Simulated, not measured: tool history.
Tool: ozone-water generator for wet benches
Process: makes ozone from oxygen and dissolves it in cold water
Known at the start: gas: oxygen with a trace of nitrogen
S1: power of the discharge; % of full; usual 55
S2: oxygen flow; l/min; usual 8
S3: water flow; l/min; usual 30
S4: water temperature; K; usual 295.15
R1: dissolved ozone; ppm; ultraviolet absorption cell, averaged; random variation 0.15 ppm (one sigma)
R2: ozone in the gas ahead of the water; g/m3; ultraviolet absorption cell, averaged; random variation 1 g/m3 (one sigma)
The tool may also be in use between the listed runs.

run    hour  S1     S2  S3      S4    R1     R2
  1       0  55      8  30  295.15  17.8  177.4
  2     136  55      8  30  295.15  17.7  177.4
  3   318.2  55      8  30  295.15  17.5  179.3
  4     419  55  10.43  30  295.15  18.5  163.6
        560  -- water thermometer calibrated
  5   567.2  55  10.43  30  295.15  18.6  162.1
  6   736.7  55   8.93  30  295.15    18  171.1
  7   871.1  55   8.93  30  295.15  17.8  170.1
  8   995.1  55   8.93  30  295.15  17.6  171.2
     1024.3  -- water thermometer calibrated, once more
  9  1117.9  55   8.93  30  295.15  17.9  169.3
 10  1306.3  55      8  30  295.15  17.4  176.4
 11  1399.6  70      8  30  293.15  20.8  202.9
 12  1570.8  55   9.87  30  295.15    18  163.3
 13  1701.7  55   9.87  30  295.15  18.1  161.1
 14    1786  88      8  30  295.15  23.4  234.2
     1862.3  -- contactor cleaned
 15  1983.7  88      8  30  295.15  23.7  233.5
 16  2113.4  77   4.44  30  290.15  19.6  262.4
 17  2269.4  55      8  26  295.15  19.6  172.7
 18  2411.1  47      8  20  295.15  21.4  157.4
 19  2504.3  53   6.45  30  295.15  16.4  181.2
 20    2665  70   5.41  30  295.15  18.5    229

Forecast each of these 5 alternatives for the next run:
  A  2802.6  86  5.41  27  295.15   ?   ?
  B  2802.6  70  5.41  29  290.15   ?   ?
  C  2802.6  55     8  18  295.15   ?   ?
  D  2802.6  55     4  30  300.15   ?   ?
  E  2802.6  75  4.57  30  295.15   ?   ?

run    R1     R2
  A  22.9  258.2
  B  20.2  226.6
  C  25.3  173.1
  D  13.5  217.9
  E  18.5  251.7
Without the tool's hidden state the same runs would have given:
run    R1     R2
  A  24.6  275.5
  B  21.6    240
  C  26.8  181.7
  D  14.3  228.8
  E  19.8  267.3
